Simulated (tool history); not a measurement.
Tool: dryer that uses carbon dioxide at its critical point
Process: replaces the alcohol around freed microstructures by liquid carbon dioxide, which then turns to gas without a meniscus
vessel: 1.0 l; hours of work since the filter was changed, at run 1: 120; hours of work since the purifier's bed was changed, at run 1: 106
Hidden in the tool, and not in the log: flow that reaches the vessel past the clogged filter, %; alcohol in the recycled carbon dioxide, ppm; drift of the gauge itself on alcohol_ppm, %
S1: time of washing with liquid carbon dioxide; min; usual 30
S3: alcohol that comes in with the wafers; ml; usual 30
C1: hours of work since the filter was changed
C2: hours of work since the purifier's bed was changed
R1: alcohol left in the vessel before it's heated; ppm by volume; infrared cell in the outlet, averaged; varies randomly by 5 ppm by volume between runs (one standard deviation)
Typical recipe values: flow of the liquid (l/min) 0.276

Run 1, hour 0.0: usual settings; C1 120; C2 106. Result: R1 51 ppm by volume.
Run 2, hour 15.3: usual settings but flow of the liquid (l/min) 0.396; C1 127; C2 112. Result: R1 24 ppm by volume.
Run 3, hour 37.8: usual settings but flow of the liquid (l/min) 0.396; C1 137; C2 122. Result: R1 22 ppm by volume.
Run 4, hour 52.4: usual settings but flow of the liquid (l/min) 0.396, S3 58 ml; C1 143; C2 129. Result: R1 26 ppm by volume.
Run 5, hour 70.5: usual settings but flow of the liquid (l/min) 0.396, S3 58 ml; C1 151; C2 137. Result: R1 28 ppm by volume.
Run 6, hour 93.3: usual settings but S1 25 min; C1 161; C2 147. Result: R1 117 ppm by volume.
Run 7, hour 103.4: usual settings but S3 40 ml; C1 166; C2 151. Result: R1 73 ppm by volume.
Run 8, hour 119.7: usual settings but S3 40 ml; C1 173; C2 158. Result: R1 61 ppm by volume.
Run 9, hour 136.5: usual settings but S3 40 ml; C1 180; C2 166. Result: R1 72 ppm by volume.
Run 10, hour 148.7: usual settings but S3 40 ml; C1 186; C2 171. Result: R1 75 ppm by volume.
Run 11, hour 169.9: usual settings; C1 195; C2 181. Result: R1 72 ppm by volume.
Run 12, hour 183.9: usual settings; C1 201; C2 187. Result: R1 72 ppm by volume.
Run 13, hour 202.5: usual settings but flow of the liquid (l/min) 0.254; C1 209; C2 195. Result: R1 85 ppm by volume.
Run 14, hour 221.3: usual settings but flow of the liquid (l/min) 0.254, S3 80 ml; C1 218; C2 203. Result: R1 185 ppm by volume.
Run 15, hour 237.6: usual settings but flow of the liquid (l/min) 0.254, S3 80 ml; C1 225; C2 210. Result: R1 188 ppm by volume.
At hour 252.0: inlet filter changed.
Run 16, hour 252.0: usual settings but flow of the liquid (l/min) 0.254, S3 80 ml; C1 0; C2 216. Result: R1 124 ppm by volume.
Run 17, hour 264.8: usual settings but flow of the liquid (l/min) 0.254, S3 80 ml; C1 6; C2 222. Result: R1 129 ppm by volume.
Run 18, hour 277.7: usual settings but flow of the liquid (l/min) 0.254, S3 80 ml; C1 11; C2 228. Result: R1 143 ppm by volume.
Run 19, hour 290.5: usual settings but flow of the liquid (l/min) 0.254, S3 80 ml; C1 17; C2 233. Result: R1 137 ppm by volume.
Run 20, hour 302.6: usual settings but flow of the liquid (l/min) 0.254, S3 80 ml; C1 22; C2 239. Result: R1 145 ppm by volume.
Run 21, hour 322.5: usual settings but flow of the liquid (l/min) 0.254, S3 80 ml; C1 31; C2 247. Result: R1 154 ppm by volume.
Run 22, hour 336.3: usual settings but flow of the liquid (l/min) 0.254, S3 80 ml; C1 37; C2 253. Result: R1 142 ppm by volume.
Run 23, hour 352.5: usual settings but flow of the liquid (l/min) 0.254, S3 80 ml; C1 44; C2 261. Result: R1 145 ppm by volume.
Run 24, hour 369.1: usual settings but S1 35 min, flow of the liquid (l/min) 0.309, S3 39 ml; C1 52; C2 268. Result: R1 58 ppm by volume.
Run 25, hour 385.6: usual settings but S1 26 min; C1 59; C2 275. Result: R1 114 ppm by volume.
Run 26, hour 396.5: usual settings but S1 26 min; C1 64; C2 280. Result: R1 117 ppm by volume.
Run 27, hour 414.8: usual settings but S1 32 min, S3 33 ml; C1 72; C2 288. Result: R1 68 ppm by volume.
Run 28, hour 432.7: usual settings but S1 37 min, flow of the liquid (l/min) 0.279, S3 48 ml; C1 80; C2 296. Result: R1 69 ppm by volume.
Run 29, hour 447.3: usual settings but S1 37 min, flow of the liquid (l/min) 0.279, S3 48 ml; C1 86; C2 302. Result: R1 71 ppm by volume.
Run 30, hour 459.2: usual settings but S1 41 min, flow of the liquid (l/min) 0.279, S3 48 ml; C1 91; C2 308. Result: R1 70 ppm by volume.
Run 31, hour 470.1: usual settings but S1 24 min, flow of the liquid (l/min) 0.254; C1 96; C2 312. Result: R1 223 ppm by volume.
Run 32, hour 493.0: usual settings but S1 19 min, flow of the liquid (l/min) 0.392, S3 21 ml; C1 106; C2 322. Result: R1 103 ppm by volume.
Run 33, hour 508.4: usual settings but S1 29 min, flow of the liquid (l/min) 0.392, S3 38 ml; C1 113; C2 329. Result: R1 62 ppm by volume.
Run 34, hour 522.2: usual settings but S1 22 min, flow of the liquid (l/min) 0.246, S3 73 ml; C1 119; C2 335. Result: R1 786 ppm by volume.
Run 35, hour 537.7: usual settings but S1 22 min, flow of the liquid (l/min) 0.246, S3 73 ml; C1 126; C2 342. Result: R1 793 ppm by volume.
Run 36, hour 555.9: usual settings but S1 22 min, flow of the liquid (l/min) 0.246, S3 45 ml; C1 134; C2 350. Result: R1 513 ppm by volume.
Run 37, hour 566.4: usual settings but S1 32 min, flow of the liquid (l/min) 0.312, S3 87 ml; C1 139; C2 355. Result: R1 86 ppm by volume.
Run 38, hour 587.0: usual settings but S1 32 min, flow of the liquid (l/min) 0.312, S3 87 ml; C1 148; C2 364. Result: R1 95 ppm by volume.
Run 39, hour 602.6: usual settings but S1 19 min, flow of the liquid (l/min) 0.179, S3 27 ml; C1 155; C2 371. Result: R1 1639 ppm by volume.
Run 40, hour 623.1: usual settings but S1 41 min, flow of the liquid (l/min) 0.342, S3 27 ml; C1 164; C2 380. Result: R1 77 ppm by volume.
Run 41, hour 637.3: usual settings but S1 44 min, flow of the liquid (l/min) 0.342, S3 70 ml; C1 170; C2 386. Result: R1 81 ppm by volume.
Run 42, hour 653.6: usual settings but S1 39 min, flow of the liquid (l/min) 0.198, S3 23 ml; C1 177; C2 393. Result: R1 112 ppm by volume.
Run 43, hour 667.6: usual settings but S1 36 min, flow of the liquid (l/min) 0.249, S3 119 ml; C1 183; C2 399. Result: R1 151 ppm by volume.
Run 44, hour 685.8: usual settings but S1 28 min, flow of the liquid (l/min) 0.398; C1 191; C2 407. Result: R1 86 ppm by volume.
Run 45, hour 697.6: usual settings but S1 26 min, flow of the liquid (l/min) 0.306; C1 196; C2 413. Result: R1 115 ppm by volume.
Run 46, hour 719.2: usual settings but S1 22 min, flow of the liquid (l/min) 0.418, S3 93 ml; C1 206; C2 422. Result: R1 127 ppm by volume.

Alternative continuations, all from the tool just after run 46; predict every row:
Run A, hour 730.4: usual settings but S1 22 min, flow of the liquid (l/min) 0.387, S3 93 ml; C1 211; C2 427. Result: R1 ?.
Run B, hour 730.4: usual settings but flow of the liquid (l/min) 0.374, S3 25 ml; C1 211; C2 427. Result: R1 ?.
Run C, hour 730.4: usual settings but S3 50 ml; C1 211; C2 427. Result: R1 ?.
Run D, hour 730.4: usual settings but S1 41 min, flow of the liquid (l/min) 0.197, S3 71 ml; C1 211; C2 427. Result: R1 ?.

run   R1
  A  155
  B   74
  C  139
  D  177
With the hidden condition removed and each run's random variation left untouched, the same runs would have given:
run  R1
  A  47
  B   0
  C  38
  D  62
